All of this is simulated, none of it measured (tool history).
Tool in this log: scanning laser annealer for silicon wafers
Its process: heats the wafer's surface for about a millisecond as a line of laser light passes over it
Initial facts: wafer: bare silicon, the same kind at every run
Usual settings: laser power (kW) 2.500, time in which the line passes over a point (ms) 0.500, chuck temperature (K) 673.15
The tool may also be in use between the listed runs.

run   hour  laser power (kW)  time in which the line passes over a point (ms)  chuck temperature (K)  highest temperature of the surface (K)
  1    0.0             2.500                                            0.500                 673.15                                 1429.15
  2    6.7             2.500                                            0.500                 673.15                                 1431.15
  3   12.9             2.500                                            0.500                 673.15                                 1426.15
  4   17.7             2.500                                            0.388                 673.15                                 1339.15
  5   27.7             2.500                                            0.500                 665.15                                 1420.15
  6   35.3             2.500                                            0.601                 673.15                                 1502.15
  7   41.5             2.500                                            0.601                 673.15                                 1497.15
  8   50.3             2.500                                            0.601                 673.15                                 1500.15
  9   56.2             2.500                                            0.601                 673.15                                 1500.15
 10   63.4             2.500                                            0.601                 673.15                                 1501.15
 11   71.1             2.500                                            0.601                 673.15                                 1500.15
 12   79.2             2.500                                            0.500                 659.15                                 1411.15
 13   85.4             2.500                                            0.500                 673.15                                 1426.15
 14   89.8             2.500                                            0.500                 673.15                                 1424.15
 15   95.5             2.166                                            0.500                 673.15                                 1297.15
 16  103.8             2.500                                            0.406                 673.15                                 1352.15
 17  109.7             2.151                                            0.500                 673.15                                 1289.15
 18  117.7             2.151                                            0.500                 673.15                                 1287.15
 19  126.6             2.500                                            0.500                 675.15                                 1424.15
 20  132.0             2.500                                            0.500                 673.15                                 1423.15
 21  138.4             2.284                                            0.485                 703.15                                 1359.15
 22  145.1             2.500                                            0.500                 712.15                                 1461.15
 23  152.4             2.616                                            0.500                 706.15                                 1502.15
 24  156.6             2.616                                            0.581                 641.15                                 1500.15
 25  165.0             2.381                                            0.353                 673.15                                 1262.15
 26  170.7             2.381                                            0.353                 673.15                                 1265.15
 27  177.3             2.554                                            0.387                 673.15                                 1354.15
 28  183.4             2.496                                            0.600                 682.15                                 1501.15
 29  190.0             2.627                                            0.593                 682.15                                 1553.15
 30  197.5             2.411                                            0.593                 658.15                                 1433.15
 31  206.6             2.379                                            0.500                 711.15                                 1412.15
 32  214.0             2.174                                            0.500                 634.15                                 1259.15
 33  221.9             2.717                                            0.379                 673.15                                 1400.15
 34  226.3             2.572                                            0.500                 673.15                                 1451.15
 35  234.4             2.153                                            0.454                 673.15                                 1254.15
 36  240.7             2.153                                            0.461                 673.15                                 1259.15
 37  249.6             2.153                                            0.461                 673.15                                 1260.15
 38  255.9             2.166                                            0.500                 673.15                                 1288.15
 39  264.2             2.166                                            0.500                 673.15                                 1291.15
 40  272.4             2.678                                            0.505                 678.15                                 1497.15

Consider 3 possible next runs. They are alternatives, not a sequence: every one starts from the tool as it was left by run 40. What does each give?
  A  277.2             2.139                                            0.370                 703.15                                       ?
  B  277.2             2.678                                            0.505                 662.15                                       ?
  C  277.2             2.513                                            0.513                 706.15                                       ?

run  highest temperature of the surface (K)
  A                                 1222.15
  B                                 1483.15
  C                                 1466.15
Stripped of hidden state, with their random variation kept, the same runs would have yielded:
run  highest temperature of the surface (K)
  A                                 1255.15
  B                                 1535.15
  C                                 1514.15
